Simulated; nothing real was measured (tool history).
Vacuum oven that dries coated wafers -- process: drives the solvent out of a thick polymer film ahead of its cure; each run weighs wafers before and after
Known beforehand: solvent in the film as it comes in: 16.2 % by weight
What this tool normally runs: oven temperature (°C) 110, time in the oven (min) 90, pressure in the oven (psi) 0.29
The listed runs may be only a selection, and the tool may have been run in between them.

run,hour,oven temperature (°C),time in the oven (min),pressure in the oven (psi),solvent left in the film (%)
1,0,110,90,0.29,6.91
2,29.9,110,90,0.29,7.03
3,42.9,110,90,0.29,6.98
4,61.8,110,90,0.667,10.45
5,92.7,110,90,0.667,10.32
6,117.9,110,90,0.667,10.33
7,143.1,100,90,0.29,9.19
8,167.8,110,133,0.29,5.8
9,192.5,110,90,0.29,6.94
10,223.9,110,90,0.29,6.99
11,237.9,110,90,0.991,13.48
12,253.7,110,102,0.29,6.49
13,283.5,110,102,0.29,6.94
14,303.3,110,102,0.29,7.02
15,320.1,110,62,0.29,8.75
16,346.9,110,62,0.29,8.82
17,373.6,110,90,0.165,6.29
18,390.9,110,90,0.165,6.15
19,406.1,110,90,0.165,6.2
20,426.3,110,90,0.29,6.25
21,456.3,122,90,0.29,3.76
22,482.7,110,90,0.29,6.17
23,511.5,110,90,0.29,6.27
24,541,108,109,0.422,7.45
25,559.1,110,97,0.29,6.01
26,580.4,106,97,0.307,7.11
27,605.9,98,90,0.473,11.26
28,634.7,110,90,0.261,6.08
29,650.6,111,135,0.793,9.61
30,670.4,106,120,1.091,14.62
31,697.1,106,120,1.091,14.57
32,715.7,115,120,1.091,11.08
33,738.9,113,66,1.14,12.82
34,764.2,113,90,0.563,7.91
35,789.5,104,90,0.271,7.63
36,802.9,104,90,0.271,7.59
37,820.6,104,90,0.271,7.6
38,852.3,103,137,0.602,10.26
39,878.6,103,137,0.602,10.17
40,910,110,90,0.321,6.55
41,927.9,110,67,0.187,6.73
42,944,110,67,0.187,6.92
43,974.7,110,49,1.13,14.23
44,990.7,110,128,0.754,9.96
45,1007.3,118,90,0.165,3.77

Withheld: 2 entries from between the runs. Position of each, and hidden state at the listed run before versus the listed run after:
From run 12 to run 13: oven's thermocouples calibrated (hour 278.1)
  true wafer temperature over the reading, C: -2.75 -> -4.09; true pressure over the reading, kPa: 0.252 -> 0.256
  measured value less the no-hidden-state value, solvent left in the film (%): +0.97 -> +1.32
From run 19 to run 20: oven's thermocouples calibrated, once more (hour 426.1)
  true wafer temperature over the reading, C: -4.18 -> 0.59; true pressure over the reading, kPa: 0.274 -> 0.277
  measured value less the no-hidden-state value, solvent left in the film (%): +1.25 -> +0.21

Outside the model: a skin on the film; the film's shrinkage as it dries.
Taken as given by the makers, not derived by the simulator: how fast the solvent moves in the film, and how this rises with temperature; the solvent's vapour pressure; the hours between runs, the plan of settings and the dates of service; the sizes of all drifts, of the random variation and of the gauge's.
